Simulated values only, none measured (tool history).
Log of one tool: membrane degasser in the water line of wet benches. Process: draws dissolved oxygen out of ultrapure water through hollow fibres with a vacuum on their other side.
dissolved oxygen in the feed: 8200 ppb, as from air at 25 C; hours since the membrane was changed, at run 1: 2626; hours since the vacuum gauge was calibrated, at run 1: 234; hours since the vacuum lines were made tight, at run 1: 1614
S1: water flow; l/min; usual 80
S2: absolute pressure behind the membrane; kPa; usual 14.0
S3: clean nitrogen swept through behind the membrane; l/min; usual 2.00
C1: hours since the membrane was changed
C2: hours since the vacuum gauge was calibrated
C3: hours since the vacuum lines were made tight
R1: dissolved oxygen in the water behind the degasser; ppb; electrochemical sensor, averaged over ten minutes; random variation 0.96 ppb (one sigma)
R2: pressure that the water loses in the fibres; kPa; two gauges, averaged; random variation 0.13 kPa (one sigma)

run	hour	S1	S2	S3	C1	C2	C3	R1	R2
1	0.0	80	14.0	2.00	2626	234	1614	805.8	29.22
2	43.7	80	14.0	2.00	2669	278	1657	807.6	29.38
3	77.0	80	14.0	2.00	2703	311	1691	807.6	29.24
4	135.9	80	14.0	2.00	2761	370	1749	807.5	29.24
5	171.4	80	14.0	2.00	2797	405	1785	806.6	29.37
6	238.7	80	14.0	2.00	2864	473	1852	808.2	29.30
7	293.6	120	14.0	2.00	2919	528	1907	1087.3	43.77
8	360.6	120	14.0	2.00	2986	595	1974	1086.8	43.87
9	429.8	87	14.0	2.00	3055	664	2043	861.4	31.80
10	495.8	87	14.0	2.00	3121	730	2109	862.9	31.81
11	542.9	87	14.0	4.07	3168	777	2156	496.3	31.81
12	599.8	80	20.3	2.00	3225	834	2213	1216.1	29.42
13	677.0	113	14.0	2.00	3302	911	2290	1044.7	41.55
14	718.7	80	14.0	2.00	3344	953	2332	810.4	29.29
15	767.8	80	14.0	2.33	3393	1002	2381	722.1	29.28
16	799.5	80	14.0	5.27	3425	1034	2413	372.0	29.28
17	837.9	80	14.0	5.27	3463	1072	2451	372.9	29.39
18	885.9	80	14.0	5.27	3511	1120	2499	372.6	29.35
19	950.8	80	13.4	4.07	3576	1185	2564	438.9	29.44
20	984.8	80	13.4	4.07	3610	1219	2598	440.2	29.40
21	1028.1	63	14.0	0.91	3654	1262	2642	1179.9	23.18
22	1093.3	63	14.0	0.91	3719	1327	2707	1181.5	23.25
23	1156.2	51	33.4	1.59	3782	1390	2770	1673.1	18.85
24	1211.4	117	30.2	2.12	3837	1445	2825	2209.3	43.03
25	1255.2	85	14.0	2.12	3881	1489	2869	814.3	31.45
26	1318.6	85	14.0	2.12	3944	1553	2932	814.2	31.48
27	1367.3	80	30.4	5.34	3993	1601	2981	857.0	29.42
28	1442.3	80	30.4	5.34	4068	1676	3056	858.7	29.35
29	1498.7	80	28.7	4.77	4124	1733	3112	889.9	29.40
30	1534.3	80	28.7	4.77	4160	1768	3148	889.5	29.44
31	1568.3	80	28.7	3.39	4194	1802	3182	1164.1	29.64
32	1623.5	95	22.3	4.46	4249	1858	3237	837.5	34.90
33	1670.1	127	14.0	0.88	4296	1904	3284	1814.0	46.83

The same runs without the tool's hidden state, with the same run-to-run variation:
The hidden state here: membrane still open, %; true pressure behind the membrane over the reading, kPa; air that leaks in behind the membrane, l/min; drift of the gauge itself on oxygen_ppb, %; drift of the gauge itself on loss_of_pressure_kpa, %.
run	R1	R2
1	805.0	28.86
2	806.6	29.01
3	806.5	28.87
4	806.1	28.86
5	805.2	28.99
6	806.5	28.91
7	1084.6	43.17
8	1083.8	43.26
9	858.9	31.34
10	860.1	31.35
11	493.8	31.34
12	1213.2	28.98
13	1040.4	40.90
14	806.9	28.84
15	718.6	28.82
16	369.3	28.81
17	370.2	28.91
18	369.8	28.87
19	435.6	28.95
20	436.8	28.90
21	1175.1	22.79
22	1176.3	22.85
23	1668.7	18.52
24	2204.0	42.25
25	808.7	30.88
26	808.3	30.90
27	853.1	28.87
28	854.6	28.79
29	885.6	28.84
30	885.1	28.87
31	1159.0	29.06
32	832.1	34.20
33	1802.2	45.89
